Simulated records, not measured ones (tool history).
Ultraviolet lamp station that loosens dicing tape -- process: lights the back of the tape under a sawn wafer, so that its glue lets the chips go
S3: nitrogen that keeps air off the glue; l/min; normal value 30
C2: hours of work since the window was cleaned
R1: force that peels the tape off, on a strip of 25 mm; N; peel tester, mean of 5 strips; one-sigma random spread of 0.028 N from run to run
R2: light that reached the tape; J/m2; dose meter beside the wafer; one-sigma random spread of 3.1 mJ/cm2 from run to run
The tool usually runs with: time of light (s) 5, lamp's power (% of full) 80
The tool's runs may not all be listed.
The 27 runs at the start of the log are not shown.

{"run": 28, "hour": 803.8, "time of light (s)": 6, "lamp's power (% of full)": 80, "S3": 24, "hours of work of the lamp": 869, "C2": 200, "R1": 2.211, "R2": 4030}
{"run": 29, "hour": 833.2, "time of light (s)": 6, "lamp's power (% of full)": 80, "S3": 24, "hours of work of the lamp": 885, "C2": 216, "R1": 2.29, "R2": 4010}
{"hour": 847.8, "done": "window cleaned of glue's vapour"}
{"run": 30, "hour": 868.1, "time of light (s)": 6, "lamp's power (% of full)": 80, "S3": 24, "hours of work of the lamp": 904, "C2": 11, "R1": 2.065, "R2": 4150}
{"run": 31, "hour": 888.2, "time of light (s)": 4, "lamp's power (% of full)": 68, "S3": 18, "hours of work of the lamp": 915, "C2": 22, "R1": 4.759, "R2": 2370}
{"run": 32, "hour": 922.7, "time of light (s)": 4, "lamp's power (% of full)": 68, "S3": 18, "hours of work of the lamp": 934, "C2": 42, "R1": 4.711, "R2": 2340}
{"run": 33, "hour": 948.0, "time of light (s)": 5, "lamp's power (% of full)": 74, "S3": 30, "hours of work of the lamp": 948, "C2": 56, "R1": 2.811, "R2": 3130}
{"run": 34, "hour": 966.5, "time of light (s)": 3, "lamp's power (% of full)": 82, "S3": 50, "hours of work of the lamp": 959, "C2": 66, "R1": 3.681, "R2": 2040}
{"run": 35, "hour": 993.4, "time of light (s)": 3, "lamp's power (% of full)": 82, "S3": 50, "hours of work of the lamp": 974, "C2": 81, "R1": 3.699, "R2": 2030}
{"run": 36, "hour": 1028.4, "time of light (s)": 7, "lamp's power (% of full)": 64, "S3": 14, "hours of work of the lamp": 993, "C2": 100, "R1": 3.403, "R2": 3670}
{"run": 37, "hour": 1054.4, "time of light (s)": 5, "lamp's power (% of full)": 72, "S3": 25, "hours of work of the lamp": 1007, "C2": 114, "R1": 3.436, "R2": 2900}
{"run": 38, "hour": 1076.9, "time of light (s)": 5, "lamp's power (% of full)": 72, "S3": 25, "hours of work of the lamp": 1020, "C2": 127, "R1": 3.378, "R2": 2880}
{"run": 39, "hour": 1093.2, "time of light (s)": 5, "lamp's power (% of full)": 72, "S3": 25, "hours of work of the lamp": 1029, "C2": 136, "R1": 3.385, "R2": 2890}
{"run": 40, "hour": 1123.6, "time of light (s)": 5, "lamp's power (% of full)": 80, "S3": 30, "hours of work of the lamp": 1046, "C2": 153, "R1": 2.73, "R2": 3140}
{"run": 41, "hour": 1153.3, "time of light (s)": 5, "lamp's power (% of full)": 96, "S3": 21, "hours of work of the lamp": 1062, "C2": 169, "R1": 2.688, "R2": 3730}
{"run": 42, "hour": 1175.2, "time of light (s)": 5, "lamp's power (% of full)": 96, "S3": 21, "hours of work of the lamp": 1074, "C2": 181, "R1": 2.586, "R2": 3720}

Forecast each of these 3 alternatives for the next run:
{"run": "A", "hour": 1211.3, "time of light (s)": 3, "lamp's power (% of full)": 96, "S3": 13, "hours of work of the lamp": 1094, "C2": 201, "R1": "?", "R2": "?"}
{"run": "B", "hour": 1211.3, "time of light (s)": 7, "lamp's power (% of full)": 80, "S3": 17, "hours of work of the lamp": 1094, "C2": 201, "R1": "?", "R2": "?"}
{"run": "C", "hour": 1211.3, "time of light (s)": 6, "lamp's power (% of full)": 77, "S3": 31, "hours of work of the lamp": 1094, "C2": 201, "R1": "?", "R2": "?"}

run=A R1=5.628 R2=2230
run=B R1=2.414 R2=4280
run=C R1=2.339 R2=3520
Had the tool no hidden state, the same runs would have come out as:
run=A R1=3.803 R2=3500
run=B R1=1.088 R2=6730
run=C R1=1.023 R2=5530
